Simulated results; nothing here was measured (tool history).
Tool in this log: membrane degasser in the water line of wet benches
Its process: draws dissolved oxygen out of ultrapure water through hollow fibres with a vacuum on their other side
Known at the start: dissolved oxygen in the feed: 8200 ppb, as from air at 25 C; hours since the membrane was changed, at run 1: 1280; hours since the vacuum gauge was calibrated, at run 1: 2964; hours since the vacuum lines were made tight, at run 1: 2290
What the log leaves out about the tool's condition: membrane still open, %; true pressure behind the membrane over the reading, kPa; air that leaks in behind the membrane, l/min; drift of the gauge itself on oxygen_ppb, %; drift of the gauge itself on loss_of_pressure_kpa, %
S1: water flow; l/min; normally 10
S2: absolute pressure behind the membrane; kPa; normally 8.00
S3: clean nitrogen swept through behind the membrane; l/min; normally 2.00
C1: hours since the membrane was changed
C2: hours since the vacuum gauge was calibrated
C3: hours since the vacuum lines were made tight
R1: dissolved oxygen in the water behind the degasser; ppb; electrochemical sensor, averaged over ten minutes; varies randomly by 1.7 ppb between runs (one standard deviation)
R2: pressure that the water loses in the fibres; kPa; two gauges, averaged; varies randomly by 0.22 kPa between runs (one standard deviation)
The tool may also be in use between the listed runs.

run	hour	S1	S2	S3	C1	C2	C3	R1	R2
1	0.0	10	8.00	2.00	1280	2964	2290	170.7	51.91
2	234.8	10	8.00	2.00	1515	3198	2525	172.5	51.89
3	458.2	10	8.00	2.00	1738	3422	2748	170.4	51.98
4	672.2	10	8.00	0.85	1952	3636	2962	239.8	51.89
5	841.2	10	8.00	0.85	2121	3805	3131	242.0	51.87
6	1069.1	10	12.02	2.00	2349	4033	3359	213.1	52.50
7	1223.2	10	12.02	2.00	2503	4187	3513	215.1	52.16
8	1369.6	10	12.02	2.00	2650	4333	3660	215.1	52.35
9	1522.1	10	12.02	2.00	2802	4486	3812	218.5	52.08
10	1767.4	10	8.00	2.00	3048	4731	4058	170.5	52.48
11	1931.2	10	8.00	2.00	3211	4895	4221	170.6	52.29
12	2113.0	10	8.00	2.00	3393	5077	4403	171.0	52.41
13	2291.0	8	8.00	2.00	3571	5255	4581	106.0	41.98
# hour 2363.5: seals of the vacuum lines changed
14	2525.6	8	8.00	2.00	3804	5487	162	106.7	42.07
15	2707.2	8	5.50	2.00	3985	5669	344	82.3	42.32
16	2948.9	6	8.00	2.00	4227	5910	585	58.9	31.36
17	3190.5	10	11.14	2.00	4469	6152	827	206.0	52.50
18	3351.7	10	11.14	2.00	4630	6313	988	209.5	52.57
19	3575.2	9	7.91	1.08	4853	6537	1212	176.8	47.25
20	3705.4	8	7.91	1.08	4984	6667	1342	143.9	42.19
21	3921.9	8	7.91	1.08	5200	6883	1558	145.4	42.26
22	4071.1	13	6.62	1.92	5349	7033	1708	263.0	68.39
23	4210.6	13	5.81	1.92	5489	7172	1847	249.6	68.59
24	4325.2	11	9.74	0.90	5603	7287	1962	322.8	58.10
25	4571.1	7	6.67	4.30	5849	7533	2208	55.3	37.05
26	4804.2	7	6.67	4.30	6082	7766	2441	54.8	37.49
27	5008.8	9	13.92	1.04	6287	7970	2645	296.2	47.73
28	5116.9	7	6.15	3.55	6395	8078	2753	54.4	37.21
29	5284.7	10	8.00	5.46	6563	8246	2921	134.4	52.94
30	5417.5	10	8.00	3.54	6696	8379	3054	147.2	52.84
# hour 5487.2: vacuum gauge calibrated
31	5537.5	10	8.00	3.54	6815	50	3174	144.6	53.34

Entry by entry between the runs, the difference in hidden state between the last listed run before and the first listed run after:
Logged between run 13 and run 14: seals of the vacuum lines changed (hour 2363.5)
  air that leaks in behind the membrane, l/min: 0.0021 -> 0.002; drift of the gauge itself on loss_of_pressure_kpa, %: 0.96 -> 1.06
  measured less the result without the state, R2: +0.42 -> +0.46 kPa
Logged between run 30 and run 31: vacuum gauge calibrated (hour 5487.2)
  true pressure behind the membrane over the reading, kPa: 0.01 -> 0; drift of the gauge itself on loss_of_pressure_kpa, %: 2.26 -> 2.31
  measured less the result without the state, R2: +1.23 -> +1.27 kPa
